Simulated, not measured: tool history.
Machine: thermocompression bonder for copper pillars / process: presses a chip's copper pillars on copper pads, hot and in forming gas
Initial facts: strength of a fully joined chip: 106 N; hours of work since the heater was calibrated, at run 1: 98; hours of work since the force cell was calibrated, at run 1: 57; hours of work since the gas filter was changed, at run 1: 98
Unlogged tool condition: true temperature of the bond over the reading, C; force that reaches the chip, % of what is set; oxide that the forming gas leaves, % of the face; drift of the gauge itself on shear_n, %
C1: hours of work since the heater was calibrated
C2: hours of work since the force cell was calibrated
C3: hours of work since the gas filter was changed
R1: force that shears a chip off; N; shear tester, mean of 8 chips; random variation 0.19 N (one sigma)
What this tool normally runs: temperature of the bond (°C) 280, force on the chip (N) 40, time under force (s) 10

run 1 hour=0.0 | temperature_of_the_bond_(°C)=280 force_on_the_chip_(N)=40 time_under_force_(s)=10 | C1=98 C2=57 C3=98 | R1=51.7
-- hour=4.4 forming gas filter changed
run 2 hour=7.6 | temperature_of_the_bond_(°C)=280 force_on_the_chip_(N)=40 time_under_force_(s)=10 | C1=102 C2=61 C3=2 | R1=51.4
run 3 hour=19.7 | temperature_of_the_bond_(°C)=277 force_on_the_chip_(N)=40 time_under_force_(s)=10 | C1=108 C2=67 C3=8 | R1=49.7
run 4 hour=28.6 | temperature_of_the_bond_(°C)=280 force_on_the_chip_(N)=40 time_under_force_(s)=10 | C1=113 C2=71 C3=12 | R1=51.4
run 5 hour=36.7 | temperature_of_the_bond_(°C)=280 force_on_the_chip_(N)=57 time_under_force_(s)=10 | C1=117 C2=76 C3=16 | R1=70.6
run 6 hour=48.8 | temperature_of_the_bond_(°C)=280 force_on_the_chip_(N)=57 time_under_force_(s)=10 | C1=123 C2=82 C3=22 | R1=70.3
run 7 hour=59.3 | temperature_of_the_bond_(°C)=291 force_on_the_chip_(N)=40 time_under_force_(s)=10 | C1=128 C2=87 C3=28 | R1=59.1
run 8 hour=65.9 | temperature_of_the_bond_(°C)=280 force_on_the_chip_(N)=40 time_under_force_(s)=10 | C1=131 C2=90 C3=31 | R1=51.8
run 9 hour=75.9 | temperature_of_the_bond_(°C)=280 force_on_the_chip_(N)=40 time_under_force_(s)=10 | C1=136 C2=95 C3=36 | R1=51.2
run 10 hour=87.8 | temperature_of_the_bond_(°C)=280 force_on_the_chip_(N)=26 time_under_force_(s)=10 | C1=142 C2=101 C3=42 | R1=32.3
run 11 hour=95.4 | temperature_of_the_bond_(°C)=280 force_on_the_chip_(N)=40 time_under_force_(s)=24 | C1=146 C2=105 C3=46 | R1=68.5
run 12 hour=107.3 | temperature_of_the_bond_(°C)=280 force_on_the_chip_(N)=40 time_under_force_(s)=24 | C1=152 C2=111 C3=52 | R1=68.1
run 13 hour=119.1 | temperature_of_the_bond_(°C)=280 force_on_the_chip_(N)=40 time_under_force_(s)=24 | C1=158 C2=117 C3=58 | R1=68.4
run 14 hour=125.5 | temperature_of_the_bond_(°C)=262 force_on_the_chip_(N)=40 time_under_force_(s)=10 | C1=162 C2=120 C3=61 | R1=40.0
run 15 hour=132.1 | temperature_of_the_bond_(°C)=280 force_on_the_chip_(N)=40 time_under_force_(s)=11 | C1=165 C2=124 C3=65 | R1=53.0
run 16 hour=138.9 | temperature_of_the_bond_(°C)=310 force_on_the_chip_(N)=52 time_under_force_(s)=6 | C1=168 C2=127 C3=68 | R1=76.4
run 17 hour=146.0 | temperature_of_the_bond_(°C)=310 force_on_the_chip_(N)=52 time_under_force_(s)=29 | C1=172 C2=131 C3=72 | R1=99.8
run 18 hour=151.2 | temperature_of_the_bond_(°C)=288 force_on_the_chip_(N)=36 time_under_force_(s)=10 | C1=175 C2=133 C3=74 | R1=51.5
run 19 hour=158.7 | temperature_of_the_bond_(°C)=288 force_on_the_chip_(N)=36 time_under_force_(s)=10 | C1=178 C2=137 C3=78 | R1=51.6
run 20 hour=167.0 | temperature_of_the_bond_(°C)=288 force_on_the_chip_(N)=36 time_under_force_(s)=10 | C1=183 C2=141 C3=82 | R1=51.3
run 21 hour=172.1 | temperature_of_the_bond_(°C)=275 force_on_the_chip_(N)=29 time_under_force_(s)=21 | C1=185 C2=144 C3=85 | R1=45.1
run 22 hour=180.6 | temperature_of_the_bond_(°C)=258 force_on_the_chip_(N)=58 time_under_force_(s)=19 | C1=189 C2=148 C3=89 | R1=67.5
run 23 hour=191.7 | temperature_of_the_bond_(°C)=301 force_on_the_chip_(N)=32 time_under_force_(s)=10 | C1=195 C2=154 C3=95 | R1=53.4
run 24 hour=201.7 | temperature_of_the_bond_(°C)=282 force_on_the_chip_(N)=38 time_under_force_(s)=6 | C1=200 C2=159 C3=100 | R1=41.3

What differs in the tool's unlogged condition from the final listed run ahead of each entry between runs to the first listed run following it?
From run 1 to run 2: forming gas filter changed (hour 4.4)
  oxide that the forming gas leaves, % of the face: 0.65 -> 0.5
